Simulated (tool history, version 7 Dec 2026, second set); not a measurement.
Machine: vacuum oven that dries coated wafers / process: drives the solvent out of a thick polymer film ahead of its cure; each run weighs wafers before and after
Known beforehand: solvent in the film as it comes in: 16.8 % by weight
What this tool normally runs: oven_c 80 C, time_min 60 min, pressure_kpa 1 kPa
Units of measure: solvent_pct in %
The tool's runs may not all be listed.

{"run": 1, "hour": 0.0, "oven_c": 80, "time_min": 60, "pressure_kpa": 1, "solvent_pct": 2.58}
{"run": 2, "hour": 10.9, "oven_c": 80, "time_min": 60, "pressure_kpa": 0.99, "solvent_pct": 2.6}
{"run": 3, "hour": 20.5, "oven_c": 80, "time_min": 60, "pressure_kpa": 0.99, "solvent_pct": 2.61}
{"run": 4, "hour": 30.9, "oven_c": 80, "time_min": 60, "pressure_kpa": 0.99, "solvent_pct": 2.61}
{"run": 5, "hour": 40.1, "oven_c": 80, "time_min": 60, "pressure_kpa": 0.99, "solvent_pct": 2.55}
{"run": 6, "hour": 48.1, "oven_c": 80, "time_min": 60, "pressure_kpa": 1.87, "solvent_pct": 2.92}
{"run": 7, "hour": 60.0, "oven_c": 73, "time_min": 60, "pressure_kpa": 1.87, "solvent_pct": 4.62}
{"run": 8, "hour": 71.8, "oven_c": 71, "time_min": 60, "pressure_kpa": 1, "solvent_pct": 4.72}
{"run": 9, "hour": 83.4, "oven_c": 71, "time_min": 60, "pressure_kpa": 1, "solvent_pct": 4.68}
{"run": 10, "hour": 91.5, "oven_c": 71, "time_min": 60, "pressure_kpa": 1, "solvent_pct": 4.67}
{"run": 11, "hour": 102.5, "oven_c": 71, "time_min": 60, "pressure_kpa": 1, "solvent_pct": 4.7}
{"run": 12, "hour": 114.0, "oven_c": 71, "time_min": 60, "pressure_kpa": 1, "solvent_pct": 4.69}
{"run": 13, "hour": 124.5, "oven_c": 71, "time_min": 60, "pressure_kpa": 1, "solvent_pct": 4.7}
{"run": 14, "hour": 132.5, "oven_c": 71, "time_min": 60, "pressure_kpa": 1, "solvent_pct": 4.63}
{"run": 15, "hour": 138.6, "oven_c": 71, "time_min": 60, "pressure_kpa": 1, "solvent_pct": 4.68}
{"run": 16, "hour": 151.1, "oven_c": 80, "time_min": 60, "pressure_kpa": 2.11, "solvent_pct": 3.03}
{"run": 17, "hour": 162.9, "oven_c": 80, "time_min": 60, "pressure_kpa": 2.11, "solvent_pct": 3.04}
{"run": 18, "hour": 175.2, "oven_c": 90, "time_min": 60, "pressure_kpa": 2.74, "solvent_pct": 1.58}
{"run": 19, "hour": 182.5, "oven_c": 73, "time_min": 60, "pressure_kpa": 1.38, "solvent_pct": 4.35}
{"run": 20, "hour": 193.9, "oven_c": 68, "time_min": 53, "pressure_kpa": 0.55, "solvent_pct": 5.8}
{"run": 21, "hour": 200.8, "oven_c": 81, "time_min": 61, "pressure_kpa": 0.63, "solvent_pct": 2.15}
{"run": 22, "hour": 211.2, "oven_c": 81, "time_min": 61, "pressure_kpa": 0.63, "solvent_pct": 2.17}
{"run": 23, "hour": 217.7, "oven_c": 81, "time_min": 61, "pressure_kpa": 0.63, "solvent_pct": 2.17}
{"run": 24, "hour": 230.6, "oven_c": 81, "time_min": 61, "pressure_kpa": 0.63, "solvent_pct": 2.15}
{"run": 25, "hour": 238.9, "oven_c": 80, "time_min": 87, "pressure_kpa": 1, "solvent_pct": 1.4}
{"run": 26, "hour": 244.8, "oven_c": 80, "time_min": 87, "pressure_kpa": 1, "solvent_pct": 1.41}
{"run": 27, "hour": 257.3, "oven_c": 80, "time_min": 87, "pressure_kpa": 1, "solvent_pct": 1.41}
{"run": 28, "hour": 269.6, "oven_c": 80, "time_min": 60, "pressure_kpa": 0.62, "solvent_pct": 2.4}
{"run": 29, "hour": 280.4, "oven_c": 80, "time_min": 60, "pressure_kpa": 0.62, "solvent_pct": 2.41}
{"run": 30, "hour": 287.2, "oven_c": 80, "time_min": 60, "pressure_kpa": 0.62, "solvent_pct": 2.42}
{"run": 31, "hour": 292.6, "oven_c": 69, "time_min": 49, "pressure_kpa": 1, "solvent_pct": 6.15}
{"run": 32, "hour": 303.6, "oven_c": 92, "time_min": 87, "pressure_kpa": 0.62, "solvent_pct": 0.33}

What if the next run were any one of these 4? Each begins from the tool's condition after run 32:
{"run": "A", "hour": 312.6, "oven_c": 72, "time_min": 84, "pressure_kpa": 0.83, "solvent_pct": "?"}
{"run": "B", "hour": 312.6, "oven_c": 94, "time_min": 103, "pressure_kpa": 0.62, "solvent_pct": "?"}
{"run": "C", "hour": 312.6, "oven_c": 83, "time_min": 60, "pressure_kpa": 2.71, "solvent_pct": "?"}
{"run": "D", "hour": 312.6, "oven_c": 69, "time_min": 60, "pressure_kpa": 1.83, "solvent_pct": "?"}

run=A solvent_pct=2.83
run=B solvent_pct=0.22
run=C solvent_pct=2.64
run=D solvent_pct=5.63
With no hidden state in the tool, these same runs would have given:
run=A solvent_pct=2.87
run=B solvent_pct=0.2
run=C solvent_pct=2.68
run=D solvent_pct=5.69
